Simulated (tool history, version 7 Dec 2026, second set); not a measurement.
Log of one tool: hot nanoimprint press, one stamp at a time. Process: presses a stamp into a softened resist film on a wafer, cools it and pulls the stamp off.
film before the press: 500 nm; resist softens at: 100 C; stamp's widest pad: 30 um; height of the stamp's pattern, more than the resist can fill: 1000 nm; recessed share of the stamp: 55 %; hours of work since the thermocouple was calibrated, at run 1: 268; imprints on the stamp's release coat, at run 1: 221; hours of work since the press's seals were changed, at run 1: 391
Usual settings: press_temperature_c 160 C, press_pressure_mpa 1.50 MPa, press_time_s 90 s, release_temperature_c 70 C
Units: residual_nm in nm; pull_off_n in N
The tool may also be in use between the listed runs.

| run | hour | press_temperature_c | press_pressure_mpa | press_time_s | release_temperature_c | hours of work since the thermocouple was calibrated | imprints on the stamp's release coat | hours of work since the press's seals were changed | residual_nm | pull_off_n |
|---|---|---|---|---|---|---|---|---|---|---|
| 1 | 0.0 | 160 | 1.50 | 90 | 70 | 268 | 221 | 391 | 213.2 | 102 |
| 2 | 18.4 | 160 | 1.50 | 90 | 70 | 280 | 260 | 404 | 212.0 | 97 |
| 3 | 39.2 | 160 | 1.50 | 90 | 70 | 294 | 305 | 418 | 212.8 | 97 |
| 4 | 58.5 | 160 | 1.50 | 90 | 70 | 307 | 346 | 430 | 213.2 | 98 |
| 5 | 73.6 | 160 | 1.50 | 90 | 70 | 317 | 379 | 440 | 212.0 | 96 |
| 6 | 101.8 | 160 | 1.50 | 90 | 70 | 336 | 439 | 459 | 212.3 | 100 |
|  | 106.8 | plate thermocouple calibrated |
| 7 | 127.5 | 160 | 1.50 | 90 | 70 | 14 | 488 | 474 | 212.3 | 95 |
| 8 | 154.3 | 160 | 1.50 | 90 | 70 | 32 | 545 | 492 | 212.0 | 98 |
| 9 | 184.1 | 160 | 1.50 | 90 | 70 | 52 | 609 | 512 | 211.1 | 93 |
| 10 | 200.4 | 160 | 1.50 | 90 | 70 | 62 | 644 | 523 | 211.4 | 101 |
| 11 | 223.2 | 160 | 1.50 | 90 | 70 | 78 | 693 | 538 | 211.8 | 97 |
| 12 | 237.6 | 160 | 1.50 | 90 | 70 | 87 | 723 | 548 | 211.7 | 100 |
| 13 | 265.0 | 160 | 1.42 | 90 | 70 | 105 | 782 | 566 | 217.3 | 97 |
| 14 | 279.5 | 160 | 0.99 | 90 | 70 | 115 | 813 | 576 | 258.4 | 96 |
| 15 | 307.7 | 160 | 1.50 | 90 | 70 | 134 | 873 | 595 | 211.2 | 101 |
| 16 | 322.6 | 160 | 1.50 | 90 | 70 | 144 | 905 | 604 | 211.7 | 100 |
| 17 | 343.1 | 164 | 1.50 | 90 | 56 | 158 | 949 | 618 | 181.6 | 115 |
| 18 | 375.5 | 160 | 1.50 | 157 | 57 | 179 | 1018 | 640 | 171.2 | 118 |
| 19 | 408.5 | 160 | 1.48 | 157 | 67 | 201 | 1089 | 662 | 171.8 | 106 |
| 20 | 425.3 | 160 | 1.48 | 157 | 67 | 212 | 1125 | 673 | 171.7 | 100 |
| 21 | 447.8 | 161 | 1.45 | 76 | 74 | 227 | 1173 | 688 | 217.2 | 92 |
| 22 | 467.9 | 161 | 1.45 | 66 | 62 | 241 | 1216 | 701 | 230.3 | 113 |
| 23 | 487.9 | 161 | 1.45 | 66 | 62 | 254 | 1259 | 715 | 230.1 | 115 |
| 24 | 506.9 | 161 | 1.45 | 167 | 57 | 267 | 1300 | 727 | 163.2 | 122 |
| 25 | 530.9 | 156 | 1.45 | 167 | 57 | 283 | 1351 | 743 | 197.6 | 121 |
| 26 | 552.8 | 156 | 1.45 | 167 | 57 | 297 | 1398 | 758 | 197.4 | 121 |
| 27 | 579.5 | 156 | 1.45 | 167 | 57 | 315 | 1455 | 776 | 198.1 | 122 |
| 28 | 610.1 | 157 | 1.50 | 90 | 59 | 336 | 1521 | 796 | 234.1 | 117 |
|  | 615.0 | plate thermocouple calibrated |
| 29 | 639.9 | 157 | 1.50 | 90 | 59 | 17 | 1578 | 814 | 234.2 | 111 |
| 30 | 658.4 | 148 | 1.55 | 90 | 63 | 29 | 1617 | 826 | 318.7 | 111 |
| 31 | 684.4 | 170 | 1.83 | 90 | 73 | 46 | 1673 | 844 | 130.0 | 93 |

How the hidden state differs across the entries between the runs, from the last listed run before each to the first after it:
Between runs 6 and 7: plate thermocouple calibrated (hour 106.8)
  true temperature over the reading, C: -0.01 -> 0; drift of the gauge itself on residual_nm, %: -0.34 -> -0.42
  measured less the result without the state, residual_nm: -0.6 -> -0.9 nm
Between runs 28 and 29: plate thermocouple calibrated (hour 615.0)
  true temperature over the reading, C: -0.02 -> 0; drift of the gauge itself on residual_nm, %: -2.06 -> -2.15
  measured less the result without the state, residual_nm: -4.7 -> -5.1 nm
